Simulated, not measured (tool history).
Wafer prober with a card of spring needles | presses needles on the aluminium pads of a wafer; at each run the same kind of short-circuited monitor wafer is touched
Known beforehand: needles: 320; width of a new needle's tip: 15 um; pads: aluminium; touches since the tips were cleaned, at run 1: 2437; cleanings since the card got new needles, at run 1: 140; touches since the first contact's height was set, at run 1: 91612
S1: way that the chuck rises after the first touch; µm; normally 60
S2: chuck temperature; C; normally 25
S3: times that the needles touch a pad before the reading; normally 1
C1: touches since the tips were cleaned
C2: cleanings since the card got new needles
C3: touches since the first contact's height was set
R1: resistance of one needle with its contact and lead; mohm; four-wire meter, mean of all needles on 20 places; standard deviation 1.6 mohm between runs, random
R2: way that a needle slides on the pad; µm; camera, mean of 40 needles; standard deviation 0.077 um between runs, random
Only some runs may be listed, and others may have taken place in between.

run	hour	S1	S2	S3	C1	C2	C3	R1	R2
1	0	60	25	1	2437	140	91612	182	10.99
# hour 5.7: tips cleaned on abrasive film
# hour 19.9: tips cleaned on abrasive film
# hour 34.1: tips cleaned on abrasive film
# hour 42.9: height of the first contact set anew
2	44.8	60	25	1	3381	143	623	192	11.41
# hour 47.7: tips cleaned on abrasive film
# hour 61.9: tips cleaned on abrasive film
# hour 73.3: tips cleaned on abrasive film
# hour 87.5: tips cleaned on abrasive film
# hour 101.7: tips cleaned on abrasive film
# hour 115.9: tips cleaned on abrasive film
# hour 127.8: tips cleaned on abrasive film
3	127.8	60	25	2	0	150	27468	159	11.38
# hour 139.2: tips cleaned on abrasive film
# hour 153.4: tips cleaned on abrasive film
# hour 164.8: tips cleaned on abrasive film
# hour 179: tips cleaned on abrasive film
4	185.9	60	25	2	2258	154	46278	173	11.29
# hour 191.7: tips cleaned on abrasive film
# hour 203.1: tips cleaned on abrasive film
# hour 217.3: tips cleaned on abrasive film
# hour 231.4: tips cleaned on abrasive film
# hour 245.6: tips cleaned on abrasive film
# hour 257: tips cleaned on abrasive film
# hour 271.2: tips cleaned on abrasive film
5	271.4	60	25	2	68	161	73927	161	11.04
# hour 282.8: tips cleaned on abrasive film
# hour 297: tips cleaned on abrasive film
# hour 311.2: tips cleaned on abrasive film
# hour 325.4: tips cleaned on abrasive film
6	335.5	60	25	2	3302	165	94684	182	11.02
# hour 338.4: tips cleaned on abrasive film
# hour 349.8: tips cleaned on abrasive film
# hour 364: tips cleaned on abrasive film
# hour 367.1: height of the first contact set anew
# hour 378.5: tips cleaned on abrasive film
# hour 389.9: tips cleaned on abrasive film
# hour 404.1: tips cleaned on abrasive film
7	408.5	60	25	2	1451	171	13402	173	11.39
# hour 417.1: tips cleaned on abrasive film
# hour 431.3: tips cleaned on abrasive film
# hour 442.7: tips cleaned on abrasive film
# hour 456.9: tips cleaned on abrasive film
# hour 471.1: tips cleaned on abrasive film
# hour 482.4: tips cleaned on abrasive film
# hour 494.7: tips cleaned on abrasive film
8	494.7	60	25	2	0	178	41275	163	11.19
# hour 497.6: tips cleaned on abrasive film, once more
# hour 509: tips cleaned on abrasive film
# hour 520.4: tips cleaned on abrasive film
# hour 534.6: tips cleaned on abrasive film
# hour 548.8: tips cleaned on abrasive film
# hour 563: tips cleaned on abrasive film
# hour 575: tips cleaned on abrasive film
9	575	65	25	2	0	185	67228	158	12.09
# hour 589.2: tips cleaned on abrasive film
# hour 603.4: tips cleaned on abrasive film
# hour 617.6: tips cleaned on abrasive film
# hour 631.8: tips cleaned on abrasive film
# hour 646: tips cleaned on abrasive film
10	646.8	60	25	1	263	190	90474	166	10.98
# hour 658.2: tips cleaned on abrasive film
# hour 669.6: tips cleaned on abrasive film
# hour 683.8: tips cleaned on abrasive film
# hour 692.5: height of the first contact set anew
# hour 698.3: tips cleaned on abrasive film
11	709	61	25	1	3503	194	5342	201	11.52
# hour 711.9: tips cleaned on abrasive film
# hour 726.1: tips cleaned on abrasive film
# hour 740.3: tips cleaned on abrasive film
# hour 751.7: tips cleaned on abrasive film
12	757.8	44	91	2	1988	198	21120	213	8.22
# hour 763.5: tips cleaned on abrasive film
# hour 777.7: tips cleaned on abrasive film
# hour 791.9: tips cleaned on abrasive film
# hour 803.3: tips cleaned on abrasive film
# hour 817.5: tips cleaned on abrasive film
# hour 831.1: tips cleaned on abrasive film
13	831.1	44	91	2	0	204	44813	186	8.3
# hour 845.3: tips cleaned on abrasive film
# hour 859.5: tips cleaned on abrasive film
# hour 873.7: tips cleaned on abrasive film
# hour 887.8: tips cleaned on abrasive film
# hour 899.2: tips cleaned on abrasive film
14	907.2	44	91	2	2600	209	69477	222	8.05
# hour 912.9: tips cleaned on abrasive film
# hour 927.1: tips cleaned on abrasive film
# hour 939.1: card fitted with new needles
# hour 953.3: tips cleaned on abrasive film
# hour 967.5: tips cleaned on abrasive film
# hour 981.7: tips cleaned on abrasive film
15	982.9	44	91	2	370	3	14160	173	8.35
# hour 994.3: tips cleaned on abrasive film
# hour 1008.4: tips cleaned on abrasive film
# hour 1022.6: tips cleaned on abrasive film
# hour 1036.8: tips cleaned on abrasive film
# hour 1048.2: tips cleaned on abrasive film
# hour 1062.4: tips cleaned on abrasive film
# hour 1076.3: tips cleaned on abrasive film
16	1076.3	66	60	1	0	10	44393	156	12.43
# hour 1090.5: tips cleaned on abrasive film
# hour 1104.7: tips cleaned on abrasive film
# hour 1118.9: tips cleaned on abrasive film
# hour 1133.1: tips cleaned on abrasive film
# hour 1147.3: tips cleaned on abrasive film
# hour 1158.7: tips cleaned on abrasive film
17	1161	69	74	2	745	16	71799	159	12.82
# hour 1172.3: tips cleaned on abrasive film
# hour 1186.5: tips cleaned on abrasive film
# hour 1199.5: tips cleaned on abrasive film
18	1199.5	69	74	2	0	19	84261	158	12.95
# hour 1210.9: tips cleaned on abrasive film
# hour 1222.2: tips cleaned on abrasive film
# hour 1236.4: tips cleaned on abrasive film
# hour 1247.8: tips cleaned on abrasive film
19	1257.4	64	27	1	3131	23	103022	169	11.77
# hour 1260.3: tips cleaned on abrasive film
# hour 1263.5: height of the first contact set anew
# hour 1272: tips cleaned on abrasive film
# hour 1286.2: tips cleaned on abrasive film
# hour 1300.4: tips cleaned on abrasive film
# hour 1314.6: tips cleaned on abrasive film
# hour 1328.8: tips cleaned on abrasive film
20	1334.9	64	27	1	1995	29	23139	164	12.06
# hour 1340.7: tips cleaned on abrasive film
# hour 1354.9: tips cleaned on abrasive film
# hour 1369.1: tips cleaned on abrasive film
# hour 1382.9: tips cleaned on abrasive film
21	1382.9	64	27	1	0	33	38666	149	12.09

Predict each of these 5 candidate next runs independently; none follows another, all start after run 21:
# hour 1397.1: tips cleaned on abrasive film
# hour 1411.3: tips cleaned on abrasive film
# hour 1425: tips cleaned on abrasive film
A	1425	63	69	1	0	36	52294	?	?
# hour 1397.1: tips cleaned on abrasive film
# hour 1411.3: tips cleaned on abrasive film
# hour 1425: tips cleaned on abrasive film
B	1425	60	25	2	0	36	52294	?	?
# hour 1397.1: tips cleaned on abrasive film
# hour 1411.3: tips cleaned on abrasive film
# hour 1425: tips cleaned on abrasive film
C	1425	64	31	1	0	36	52294	?	?
# hour 1397.1: tips cleaned on abrasive film
# hour 1411.3: tips cleaned on abrasive film
# hour 1425: tips cleaned on abrasive film
D	1425	60	27	2	0	36	52294	?	?
# hour 1397.1: tips cleaned on abrasive film
# hour 1411.3: tips cleaned on abrasive film
# hour 1425: tips cleaned on abrasive film
E	1425	52	45	1	0	36	52294	?	?

run	R1	R2
A	158	11.7
B	152	11.18
C	152	11.96
D	154	11.32
E	160	9.76
With no hidden state in the tool, these same runs would have given:
run	R1	R2
A	156	11.91
B	150	11.4
C	150	12.17
D	152	11.54
E	158	9.98

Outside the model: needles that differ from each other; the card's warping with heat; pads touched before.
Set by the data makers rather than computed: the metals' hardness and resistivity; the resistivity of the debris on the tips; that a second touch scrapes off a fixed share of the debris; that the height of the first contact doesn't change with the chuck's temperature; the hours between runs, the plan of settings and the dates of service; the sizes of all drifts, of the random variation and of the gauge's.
